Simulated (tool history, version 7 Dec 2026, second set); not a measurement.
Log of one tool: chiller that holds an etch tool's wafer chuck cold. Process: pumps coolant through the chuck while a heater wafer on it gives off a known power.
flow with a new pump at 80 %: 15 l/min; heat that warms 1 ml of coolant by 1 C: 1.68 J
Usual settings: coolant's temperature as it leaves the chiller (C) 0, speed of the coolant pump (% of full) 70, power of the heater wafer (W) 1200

run,hour,coolant's temperature as it leaves the chiller (C),speed of the coolant pump (% of full),power of the heater wafer (W),chuck's temperature once it has settled (C),how much warmer the coolant comes back (C)
1,0,0,70,1200,7.8,3.27
2,160.1,0,70,1200,7.9,3.25
3,364.6,0,70,1200,7.8,3.29
4,514.7,4,70,1200,11.8,3.22
5,629.9,0,70,717,4.6,1.89
6,787.2,0,70,717,4.6,1.85
7,939.4,0,70,717,4.7,1.89
8,1104.7,-4,70,1200,3.8,3.2
9,1219.9,-4,70,1200,3.8,3.16
10,1319.5,-4,70,1200,3.9,3.15
11,1429.4,-4,70,1200,3.9,3.14
# hour 1477: chiller's thermometer calibrated
12,1598.3,0,70,1200,7.9,3.15
13,1719.3,0,70,1200,7.6,3.11
14,1837.6,0,70,1200,7.8,3.11
15,2057.6,0,70,1200,7.9,3.09
16,2212.9,0,70,1200,7.8,3.07
17,2401.1,0,70,1200,7.8,3.09
18,2615.3,10,60,1200,18.6,3.48
19,2730,10,60,1200,18.9,3.6
# hour 2806.4: gauge calibrated
20,2951.5,0,80,972,5.9,2.25
21,3111.2,0,80,972,5.8,2.31
22,3302.6,0,87,742,4,1.6
23,3537.5,0,87,742,4.3,1.54
24,3748.7,0,87,742,4,1.51
# hour 3799.9: coolant changed, channels flushed
25,3928.1,2,95,1200,8.2,2.33
26,4148.4,-9,73,1406,0,3.54
27,4314.4,-9,73,1406,0,3.51
28,4430.7,-9,73,1406,0,3.54
29,4566.5,-9,73,1406,-0.1,3.54
30,4722.9,8,73,775,13,1.85
31,4846.7,8,73,775,13,1.86
32,5055.7,8,96,775,12.1,1.25
33,5176.9,5,77,743,9.4,1.6

3 ways to go on from here, each from the tool as it stands after run 33. What would each give?
A,5287.9,1,73,1209,?,?
B,5287.9,5,77,674,?,?
C,5287.9,0,80,1565,?,?

run,chuck's temperature once it has settled (C),how much warmer the coolant comes back (C)
A,8.7,2.91
B,9,1.46
C,9.2,3.51
Without the tool's hidden state the same runs would have given:
run,chuck's temperature once it has settled (C),how much warmer the coolant comes back (C)
A,8.7,3.15
B,9,1.69
C,9.2,3.75

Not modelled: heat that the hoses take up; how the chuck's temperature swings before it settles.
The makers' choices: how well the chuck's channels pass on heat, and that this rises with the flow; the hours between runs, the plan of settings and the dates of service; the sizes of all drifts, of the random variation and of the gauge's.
